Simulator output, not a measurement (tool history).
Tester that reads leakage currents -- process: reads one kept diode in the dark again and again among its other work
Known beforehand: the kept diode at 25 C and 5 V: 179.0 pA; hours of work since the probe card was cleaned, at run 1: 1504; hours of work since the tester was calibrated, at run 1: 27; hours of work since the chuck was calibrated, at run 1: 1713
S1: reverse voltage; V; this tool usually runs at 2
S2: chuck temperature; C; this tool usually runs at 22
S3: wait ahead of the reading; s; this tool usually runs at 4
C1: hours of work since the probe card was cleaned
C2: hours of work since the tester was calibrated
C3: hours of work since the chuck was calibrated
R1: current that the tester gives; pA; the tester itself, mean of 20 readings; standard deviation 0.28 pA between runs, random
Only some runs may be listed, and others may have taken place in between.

run    hour     S1  S2    S3    C1    C2    C3       R1
  1       0      2  22     4  1504    27  1713    92.96
  2      60      2  22     4  1546    69  1755    92.25
  3   125.2      2  57     4  1591   114  1800  1739.52
  4   168.5      2  57     4  1621   144  1830  1743.74
  5   223.4      2  57     4  1659   182  1868  1742.18
      270.3  -- chuck's temperature calibrated
  6   279.4      2  57     4  1696   219     6  1735.75
  7     322      2  57     4  1726   248    36  1737.08
  8   402.5      2  57     4  1781   304    91  1738.93
  9   476.3      2  22  1.95  1832   355   143    91.95
 10   549.4      2  22  1.95  1883   406   193     93.1
 11   608.5      2  22  1.95  1924   447   234    92.66
 12   661.7   2.33  22  1.95  1961   483   271    99.06
 13   715.8   2.69  22  1.95  1998   521   308   105.18
 14   750.5   2.69  22  1.95  2022   545   332   105.16
 15   811.1   2.69  22  1.95  2064   587   374   104.97
      883.3  -- probe card cleaned and baked
 16   893.5   4.63  22     4     7   642   429   131.01
 17   972.5      2  22  5.11    62   696   484    92.53
 18  1042.1      2  22  5.11   110   744   532    92.63
 19  1097.9      2  22  5.11   148   783   570     92.2
 20  1148.2      2  22     4   183   818   605    92.36
 21    1199      2  22     4   218   853   640    92.52
 22    1271   3.08  42  8.74   268   903   690    641.6
 23  1328.9  15.63  22  3.34   308   943   730   218.87
 24    1371   2.03  48   4.7   337   972   759   876.99
 25  1426.9   2.03  48   4.7   376  1011   798   879.75
 26    1477   2.03  34   4.7   411  1045   833   274.94
 27  1517.7   2.03  34  5.96   439  1073   861   274.67
 28  1572.3   2.03  34  5.96   477  1111   898   272.96
 29  1608.9   2.03  34  5.96   502  1136   924   273.79
 30  1673.9   2.02  25  5.33   547  1181   969   121.98
 31  1713.7    4.8  56  1.84   574  1209   996  2329.15
 32    1776  13.97  22     4   617  1252  1039   208.76
 33  1814.5   5.39  48     4   644  1279  1066  1317.26
 34  1876.7  18.78  52  5.06   687  1322  1109  3020.79
 35  1911.9  18.78  52  5.06   711  1346  1133  3013.27
 36  1983.2   1.96  28  1.22   761  1395  1183    159.9
 37  2020.9  16.81  22     4   787  1421  1209   225.94
 38    2103    8.1  32     4   844  1478  1265   409.42
 39  2142.1   4.56  22  9.75   871  1505  1292   130.59

Below are 4 alternative next runs, each starting from the tool's condition after run 39. Predict each:
  A  2191.3  19.73  43  9.75  905  1539  1327   ?
  B  2191.3   4.56  45  9.75  905  1539  1327   ?
  C  2191.3   3.29  56  0.75  905  1539  1327   ?
  D  2191.3   1.15  22     4  905  1539  1327   ?

run       R1
  A  1511.66
  B   964.45
  C     1983
  D    73.67
Stripped of hidden state, with their random variation kept, the same runs would have yielded:
run       R1
  A  1514.22
  B   966.15
  C  1986.35
  D    73.82
